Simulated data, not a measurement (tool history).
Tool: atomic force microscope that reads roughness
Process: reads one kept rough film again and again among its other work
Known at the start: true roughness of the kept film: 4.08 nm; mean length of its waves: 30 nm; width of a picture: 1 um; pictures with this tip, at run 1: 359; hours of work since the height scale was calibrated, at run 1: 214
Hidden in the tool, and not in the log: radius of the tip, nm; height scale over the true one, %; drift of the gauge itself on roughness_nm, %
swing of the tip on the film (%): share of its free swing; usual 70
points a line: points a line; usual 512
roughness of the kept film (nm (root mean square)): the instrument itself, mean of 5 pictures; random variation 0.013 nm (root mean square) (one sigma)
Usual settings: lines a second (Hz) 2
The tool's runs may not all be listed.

| run | day | lines a second (Hz) | swing of the tip on the film (%) | points a line | pictures with this tip | hours of work since the height scale was calibrated | roughness of the kept film (nm (root mean square)) |
|---|---|---|---|---|---|---|---|
| 1 | 0 | 2 | 70 | 512 | 359 | 214 | 2.112 |
| 2 | 0.212 | 2 | 70 | 512 | 366 | 216 | 2.107 |
| 3 | 0.621 | 2 | 70 | 512 | 381 | 222 | 2.089 |
|  | 0.817 | new tip fitted |
| 4 | 0.904 | 2 | 70 | 506 | 3 | 225 | 3.204 |
| 5 | 1.275 | 2 | 70 | 506 | 15 | 230 | 3.132 |
| 6 | 1.742 | 2 | 70 | 506 | 32 | 237 | 3.072 |
| 7 | 2.217 | 2 | 88 | 506 | 48 | 243 | 2.686 |
| 8 | 2.662 | 2 | 70 | 869 | 64 | 249 | 2.943 |
| 9 | 3.062 | 2 | 70 | 869 | 77 | 254 | 2.9 |
| 10 | 3.512 | 2 | 70 | 260 | 93 | 260 | 2.796 |
| 11 | 3.921 | 2 | 70 | 930 | 107 | 266 | 2.772 |
| 12 | 4.125 | 2 | 70 | 930 | 114 | 268 | 2.768 |
| 13 | 4.404 | 2 | 73 | 512 | 124 | 272 | 2.688 |
| 14 | 4.65 | 2 | 73 | 512 | 132 | 275 | 2.667 |
| 15 | 4.904 | 2 | 73 | 512 | 141 | 279 | 2.619 |
| 16 | 5.367 | 2 | 73 | 512 | 157 | 285 | 2.563 |
| 17 | 5.675 | 2 | 73 | 512 | 168 | 289 | 2.543 |
| 18 | 6.083 | 2 | 73 | 512 | 182 | 295 | 2.508 |
| 19 | 6.292 | 2 | 73 | 512 | 189 | 297 | 2.492 |
| 20 | 6.6 | 2 | 73 | 512 | 200 | 301 | 2.453 |
| 21 | 6.812 | 2 | 73 | 774 | 207 | 304 | 2.428 |
| 22 | 7.046 | 1.64 | 70 | 512 | 216 | 307 | 2.485 |
| 23 | 7.404 | 0.53 | 70 | 512 | 228 | 312 | 2.532 |
| 24 | 7.621 | 0.53 | 89 | 512 | 236 | 315 | 2.433 |
| 25 | 8.012 | 2 | 73 | 512 | 249 | 320 | 2.315 |
| 26 | 8.483 | 2 | 73 | 512 | 265 | 327 | 2.303 |
| 27 | 8.688 | 2 | 73 | 512 | 273 | 329 | 2.29 |
| 28 | 9.038 | 2 | 73 | 512 | 285 | 334 | 2.257 |
|  | 9.112 | height scale calibrated on a step standard |
| 29 | 9.454 | 1.22 | 73 | 512 | 298 | 5 | 2.285 |
| 30 | 9.767 | 2 | 59 | 919 | 308 | 9 | 2.305 |
| 31 | 10.146 | 3.59 | 63 | 512 | 322 | 14 | 2.158 |
| 32 | 10.458 | 2 | 70 | 584 | 332 | 18 | 2.18 |
| 33 | 10.804 | 2 | 70 | 835 | 344 | 23 | 2.156 |
| 34 | 11.204 | 2.82 | 83 | 512 | 358 | 28 | 1.882 |
|  | 11.383 | height scale calibrated on a step standard, once more |
| 35 | 11.671 | 2.82 | 72 | 848 | 373 | 4 | 2.019 |
|  | 12.108 | new tip fitted |
| 36 | 12.125 | 0.76 | 70 | 279 | 1 | 10 | 3.301 |
| 37 | 12.329 | 2 | 70 | 304 | 8 | 12 | 3.146 |
| 38 | 12.7 | 1.3 | 86 | 512 | 21 | 17 | 2.998 |
| 39 | 13.108 | 0.59 | 70 | 362 | 35 | 23 | 3.195 |
| 40 | 13.488 | 0.59 | 59 | 612 | 48 | 28 | 3.206 |
| 41 | 13.888 | 0.97 | 78 | 304 | 62 | 33 | 2.98 |
| 42 | 14.321 | 0.97 | 78 | 304 | 77 | 39 | 2.92 |
| 43 | 14.538 | 2 | 70 | 475 | 85 | 42 | 2.865 |
| 44 | 15.008 | 0.92 | 70 | 351 | 101 | 48 | 2.88 |
| 45 | 15.408 | 1.71 | 77 | 351 | 115 | 53 | 2.675 |
| 46 | 15.858 | 1.71 | 70 | 433 | 131 | 59 | 2.717 |
| 47 | 16.25 | 1.71 | 70 | 433 | 144 | 65 | 2.688 |
| 48 | 16.738 | 1.71 | 70 | 433 | 161 | 71 | 2.649 |
| 49 | 17.058 | 1.71 | 70 | 433 | 172 | 76 | 2.608 |
| 50 | 17.35 | 1.71 | 70 | 433 | 182 | 79 | 2.573 |

4 ways to go on from here, each from the tool as it stands after run 50. What would each give?
| A | 17.708 | 3.38 | 70 | 606 | 195 | 84 | ? |
| B | 17.708 | 0.86 | 70 | 881 | 195 | 84 | ? |
| C | 17.708 | 1.71 | 70 | 734 | 195 | 84 | ? |
| D | 17.708 | 1.94 | 70 | 520 | 195 | 84 | ? |

| run | roughness of the kept film (nm (root mean square)) |
|---|---|
| A | 2.402 |
| B | 2.615 |
| C | 2.566 |
| D | 2.517 |
Without the tool's hidden state the same runs would have given:
| run | roughness of the kept film (nm (root mean square)) |
|---|---|
| A | 3.062 |
| B | 3.332 |
| C | 3.27 |
| D | 3.208 |

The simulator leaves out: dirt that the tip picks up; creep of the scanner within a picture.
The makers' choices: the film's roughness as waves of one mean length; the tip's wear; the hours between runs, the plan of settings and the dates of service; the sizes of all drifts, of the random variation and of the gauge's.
